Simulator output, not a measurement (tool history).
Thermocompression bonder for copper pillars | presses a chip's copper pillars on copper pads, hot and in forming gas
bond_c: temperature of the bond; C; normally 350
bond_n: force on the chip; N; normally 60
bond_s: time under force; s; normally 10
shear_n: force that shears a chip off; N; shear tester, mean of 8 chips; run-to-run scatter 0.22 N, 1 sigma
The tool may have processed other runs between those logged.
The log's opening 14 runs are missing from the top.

run    hour  bond_c  bond_n  bond_s  hours of work since the heater was calibrated  hours of work since the force cell was calibrated  hours of work since the gas filter was changed  shear_n
      782.6  -- forming gas filter changed
 15   782.6     350      60      10                                            483                                                673                                               0     44.5
 16   849.1     350      60      10                                            528                                                718                                              45     43.5
 17   898.8     350      60      10                                            562                                                752                                              79     43.0
      953.8  -- forming gas filter changed
 18   958.8     350      60      10                                            602                                                792                                               3     44.8
 19  1031.6     359      60       6                                            652                                                842                                              53     39.3
 20  1073.1     359      60       6                                            680                                                870                                              81     38.5
     1128.4  -- forming gas filter changed
 21  1149.4     359      70       6                                            732                                                922                                              14     43.0
 22  1216.0     359      70       6                                            777                                                967                                              60     42.8
 23  1298.4     359      70       8                                            833                                               1023                                             116     45.9
     1306.4  -- forming gas filter changed
     1336.4  -- heater calibrated with a thermocouple chip
 24  1343.3     362      58       6                                              5                                               1052                                              24     38.5
 25  1394.8     341      56       6                                             40                                               1087                                              59     31.8
 26  1454.0     345      45      25                                             80                                               1127                                              99     47.7
     1481.9  -- forming gas filter changed
 27  1530.0     350      60      11                                            131                                               1179                                              33     44.7
 28  1572.8     337      43      22                                            161                                               1208                                              62     43.3
 29  1609.3     337      43      22                                            185                                               1233                                              87     43.1
     1652.8  -- forming gas filter changed
 30  1678.2     337      43      22                                            232                                               1279                                              17     44.3
 31  1749.1     364      43      18                                            280                                               1328                                              66     49.3
 32  1815.7     355      42      11                                            326                                               1373                                             111     37.9
     1823.8  -- forming gas filter changed
 33  1889.3     333      71       8                                            375                                               1423                                              45     38.9

Each row is a separate what-if for the run after 33, all from the same tool condition, not one after another. Results?
  A  1924.8     368      59       7                                            399                                               1447                                              69        ?
  B  1924.8     350      85      10                                            399                                               1447                                              69        ?
  C  1924.8     350      71       8                                            399                                               1447                                              69        ?
  D  1924.8     350      65      10                                            399                                               1447                                              69        ?
  E  1924.8     333      71      28                                            399                                               1447                                              69        ?

run  shear_n
  A     43.6
  B     51.7
  C     43.6
  D     45.5
  E     57.5
What these runs would have given with no unlogged condition in the tool:
run  shear_n
  A     42.8
  B     51.0
  C     42.7
  D     44.7
  E     56.9
